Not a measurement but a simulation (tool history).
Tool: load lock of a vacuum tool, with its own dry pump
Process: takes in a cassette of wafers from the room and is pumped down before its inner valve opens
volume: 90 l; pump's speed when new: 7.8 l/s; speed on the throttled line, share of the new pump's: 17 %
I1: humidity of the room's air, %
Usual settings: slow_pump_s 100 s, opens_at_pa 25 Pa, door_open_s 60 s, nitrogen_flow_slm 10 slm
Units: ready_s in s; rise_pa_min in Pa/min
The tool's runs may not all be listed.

run 1 hour=0.0 | slow_pump_s=100 opens_at_pa=25 door_open_s=60 nitrogen_flow_slm=10 | I1=46.4 | ready_s=178.6 rise_pa_min=0.026
run 2 hour=265.8 | slow_pump_s=100 opens_at_pa=25 door_open_s=207 nitrogen_flow_slm=10 | I1=45.7 | ready_s=179.0 rise_pa_min=0.054
run 3 hour=548.0 | slow_pump_s=100 opens_at_pa=25 door_open_s=207 nitrogen_flow_slm=10 | I1=42.5 | ready_s=179.0 rise_pa_min=0.054
run 4 hour=772.9 | slow_pump_s=100 opens_at_pa=25 door_open_s=60 nitrogen_flow_slm=10 | I1=44.1 | ready_s=179.8 rise_pa_min=0.020
run 5 hour=1057.9 | slow_pump_s=100 opens_at_pa=25 door_open_s=60 nitrogen_flow_slm=10 | I1=48.4 | ready_s=176.8 rise_pa_min=0.021
run 6 hour=1220.3 | slow_pump_s=100 opens_at_pa=25 door_open_s=60 nitrogen_flow_slm=6 | I1=45.6 | ready_s=178.8 rise_pa_min=0.020
run 7 hour=1539.2 | slow_pump_s=100 opens_at_pa=32 door_open_s=104 nitrogen_flow_slm=10 | I1=45.0 | ready_s=175.8 rise_pa_min=0.038
run 8 hour=1837.6 | slow_pump_s=100 opens_at_pa=32 door_open_s=104 nitrogen_flow_slm=10 | I1=46.7 | ready_s=177.2 rise_pa_min=0.034
run 9 hour=2049.2 | slow_pump_s=111 opens_at_pa=32 door_open_s=28 nitrogen_flow_slm=6 | I1=42.4 | ready_s=185.8 rise_pa_min=0.014
run 10 hour=2373.2 | slow_pump_s=100 opens_at_pa=28 door_open_s=28 nitrogen_flow_slm=10 | I1=47.4 | ready_s=176.4 rise_pa_min=0.013
run 11 hour=2675.8 | slow_pump_s=164 opens_at_pa=40 door_open_s=48 nitrogen_flow_slm=24 | I1=44.2 | ready_s=227.1 rise_pa_min=0.014

Forecast each of these 5 alternatives for the next run:
-- hour=2898.5 dry pump taken out, an overhauled one fitted
run A hour=3026.5 | slow_pump_s=100 opens_at_pa=46 door_open_s=152 nitrogen_flow_slm=10 | I1=50.3 | ready_s=? rise_pa_min=?
-- hour=2898.5 dry pump taken out, an overhauled one fitted
run B hour=3026.5 | slow_pump_s=100 opens_at_pa=25 door_open_s=205 nitrogen_flow_slm=10 | I1=46.0 | ready_s=? rise_pa_min=?
-- hour=2898.5 dry pump taken out, an overhauled one fitted
run C hour=3026.5 | slow_pump_s=67 opens_at_pa=25 door_open_s=60 nitrogen_flow_slm=10 | I1=45.3 | ready_s=? rise_pa_min=?
-- hour=2898.5 dry pump taken out, an overhauled one fitted
run D hour=3026.5 | slow_pump_s=98 opens_at_pa=26 door_open_s=67 nitrogen_flow_slm=24 | I1=45.8 | ready_s=? rise_pa_min=?
-- hour=2898.5 dry pump taken out, an overhauled one fitted
run E hour=3026.5 | slow_pump_s=100 opens_at_pa=40 door_open_s=60 nitrogen_flow_slm=10 | I1=43.1 | ready_s=? rise_pa_min=?

run=A ready_s=172.5 rise_pa_min=0.052
run=B ready_s=177.5 rise_pa_min=0.055
run=C ready_s=151.1 rise_pa_min=0.021
run=D ready_s=177.1 rise_pa_min=0.019
run=E ready_s=173.4 rise_pa_min=0.024
Without the tool's hidden state the same runs would have given:
run=A ready_s=172.5 rise_pa_min=0.051
run=B ready_s=177.5 rise_pa_min=0.055
run=C ready_s=151.1 rise_pa_min=0.021
run=D ready_s=177.1 rise_pa_min=0.019
run=E ready_s=173.4 rise_pa_min=0.024

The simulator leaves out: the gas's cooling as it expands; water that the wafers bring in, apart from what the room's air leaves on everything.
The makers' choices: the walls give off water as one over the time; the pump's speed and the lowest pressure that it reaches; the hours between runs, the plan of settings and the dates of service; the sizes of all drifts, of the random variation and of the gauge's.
